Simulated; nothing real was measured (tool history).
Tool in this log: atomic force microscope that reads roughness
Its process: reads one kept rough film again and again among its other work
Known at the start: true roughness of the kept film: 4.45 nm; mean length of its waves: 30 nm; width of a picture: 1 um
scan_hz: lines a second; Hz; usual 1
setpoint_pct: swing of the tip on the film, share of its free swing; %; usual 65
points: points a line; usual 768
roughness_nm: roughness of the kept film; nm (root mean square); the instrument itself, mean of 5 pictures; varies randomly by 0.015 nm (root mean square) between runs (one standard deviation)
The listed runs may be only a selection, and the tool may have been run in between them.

{"run": 1, "day": 0.0, "scan_hz": 1, "setpoint_pct": 65, "points": 768, "roughness_nm": 3.684}
{"run": 2, "day": 1.317, "scan_hz": 1, "setpoint_pct": 65, "points": 768, "roughness_nm": 3.498}
{"run": 3, "day": 2.788, "scan_hz": 1, "setpoint_pct": 65, "points": 768, "roughness_nm": 3.323}
{"run": 4, "day": 3.442, "scan_hz": 1, "setpoint_pct": 65, "points": 768, "roughness_nm": 3.244}
{"run": 5, "day": 4.529, "scan_hz": 1, "setpoint_pct": 65, "points": 768, "roughness_nm": 3.129}
{"run": 6, "day": 5.879, "scan_hz": 1, "setpoint_pct": 65, "points": 768, "roughness_nm": 3.009}
{"run": 7, "day": 7.454, "scan_hz": 1, "setpoint_pct": 65, "points": 768, "roughness_nm": 2.849}
{"run": 8, "day": 8.108, "scan_hz": 1, "setpoint_pct": 65, "points": 768, "roughness_nm": 2.801}
{"day": 8.617, "done": "new tip fitted"}
{"run": 9, "day": 9.358, "scan_hz": 1, "setpoint_pct": 65, "points": 768, "roughness_nm": 3.601}
{"run": 10, "day": 10.062, "scan_hz": 1, "setpoint_pct": 87, "points": 768, "roughness_nm": 3.362}
{"run": 11, "day": 11.033, "scan_hz": 1, "setpoint_pct": 87, "points": 768, "roughness_nm": 3.259}
{"run": 12, "day": 11.938, "scan_hz": 1, "setpoint_pct": 87, "points": 768, "roughness_nm": 3.157}
{"run": 13, "day": 13.433, "scan_hz": 1, "setpoint_pct": 87, "points": 768, "roughness_nm": 3.005}
{"run": 14, "day": 14.171, "scan_hz": 1, "setpoint_pct": 87, "points": 768, "roughness_nm": 2.954}
{"run": 15, "day": 15.517, "scan_hz": 1, "setpoint_pct": 87, "points": 768, "roughness_nm": 2.8}
{"run": 16, "day": 16.662, "scan_hz": 1, "setpoint_pct": 65, "points": 393, "roughness_nm": 2.753}
{"day": 17.267, "done": "new tip fitted"}
{"run": 17, "day": 17.696, "scan_hz": 1, "setpoint_pct": 65, "points": 393, "roughness_nm": 3.562}
{"day": 17.883, "done": "height scale calibrated on a step standard"}
{"run": 18, "day": 19.242, "scan_hz": 1, "setpoint_pct": 65, "points": 768, "roughness_nm": 3.404}
{"run": 19, "day": 20.125, "scan_hz": 1, "setpoint_pct": 73, "points": 768, "roughness_nm": 3.288}
{"day": 21.396, "done": "height scale calibrated on a step standard, once more"}
{"run": 20, "day": 21.562, "scan_hz": 1, "setpoint_pct": 73, "points": 768, "roughness_nm": 3.065}
{"run": 21, "day": 22.346, "scan_hz": 1, "setpoint_pct": 69, "points": 768, "roughness_nm": 3.022}
{"run": 22, "day": 23.204, "scan_hz": 1, "setpoint_pct": 69, "points": 768, "roughness_nm": 2.917}
{"run": 23, "day": 24.658, "scan_hz": 1.51, "setpoint_pct": 82, "points": 691, "roughness_nm": 2.691}
{"run": 24, "day": 25.612, "scan_hz": 1.11, "setpoint_pct": 65, "points": 470, "roughness_nm": 2.732}
{"day": 25.988, "done": "new tip fitted"}
{"run": 25, "day": 26.529, "scan_hz": 2.44, "setpoint_pct": 65, "points": 491, "roughness_nm": 3.452}

Estimate the outcome of run 26 from the log above:
{"run": 26, "day": 27.833, "scan_hz": 2.44, "setpoint_pct": 69, "points": 491, "roughness_nm": "?"}

roughness_nm: 3.265 nm (root mean square)
With the hidden condition absent and the run-to-run variation left alone, this run would have shown roughness_nm 3.543 nm (root mean square).
